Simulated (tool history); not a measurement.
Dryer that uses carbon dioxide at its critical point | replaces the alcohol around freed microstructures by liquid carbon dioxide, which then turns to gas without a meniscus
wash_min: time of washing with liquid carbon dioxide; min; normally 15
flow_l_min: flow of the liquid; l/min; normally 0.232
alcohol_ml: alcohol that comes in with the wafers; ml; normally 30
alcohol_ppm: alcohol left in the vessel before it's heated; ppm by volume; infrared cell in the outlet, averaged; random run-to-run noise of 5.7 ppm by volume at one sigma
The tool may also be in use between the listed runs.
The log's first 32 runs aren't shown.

run 33 hour=645.2 | wash_min=18 flow_l_min=0.232 alcohol_ml=87 | alcohol_ppm=218
run 34 hour=672.5 | wash_min=15 flow_l_min=0.361 alcohol_ml=76 | alcohol_ppm=38
run 35 hour=700.8 | wash_min=15 flow_l_min=0.361 alcohol_ml=76 | alcohol_ppm=37
run 36 hour=729.7 | wash_min=15 flow_l_min=0.361 alcohol_ml=76 | alcohol_ppm=44
run 37 hour=758.1 | wash_min=9 flow_l_min=0.232 alcohol_ml=30 | alcohol_ppm=2120
run 38 hour=786.3 | wash_min=9 flow_l_min=0.232 alcohol_ml=82 | alcohol_ppm=5924
run 39 hour=814.4 | wash_min=9 flow_l_min=0.232 alcohol_ml=82 | alcohol_ppm=5859
run 40 hour=832.0 | wash_min=10 flow_l_min=0.388 alcohol_ml=45 | alcohol_ppm=159
run 41 hour=853.6 | wash_min=10 flow_l_min=0.388 alcohol_ml=45 | alcohol_ppm=168
run 42 hour=882.6 | wash_min=17 flow_l_min=0.385 alcohol_ml=45 | alcohol_ppm=28
run 43 hour=902.7 | wash_min=17 flow_l_min=0.385 alcohol_ml=45 | alcohol_ppm=33
run 44 hour=928.2 | wash_min=22 flow_l_min=0.150 alcohol_ml=100 | alcohol_ppm=1182

Below are 5 alternative next runs, each starting from the tool's condition after run 44. Predict each:
run A hour=952.8 | wash_min=13 flow_l_min=0.293 alcohol_ml=38 | alcohol_ppm=?
run B hour=952.8 | wash_min=15 flow_l_min=0.152 alcohol_ml=45 | alcohol_ppm=?
run C hour=952.8 | wash_min=10 flow_l_min=0.266 alcohol_ml=24 | alcohol_ppm=?
run D hour=952.8 | wash_min=22 flow_l_min=0.150 alcohol_ml=20 | alcohol_ppm=?
run E hour=952.8 | wash_min=15 flow_l_min=0.232 alcohol_ml=119 | alcohol_ppm=?

run=A alcohol_ppm=183
run=B alcohol_ppm=2647
run=C alcohol_ppm=679
run=D alcohol_ppm=265
run=E alcohol_ppm=930
What these runs would have given with no unlogged condition in the tool:
run=A alcohol_ppm=119
run=B alcohol_ppm=2204
run=C alcohol_ppm=530
run=D alcohol_ppm=189
run=E alcohol_ppm=686

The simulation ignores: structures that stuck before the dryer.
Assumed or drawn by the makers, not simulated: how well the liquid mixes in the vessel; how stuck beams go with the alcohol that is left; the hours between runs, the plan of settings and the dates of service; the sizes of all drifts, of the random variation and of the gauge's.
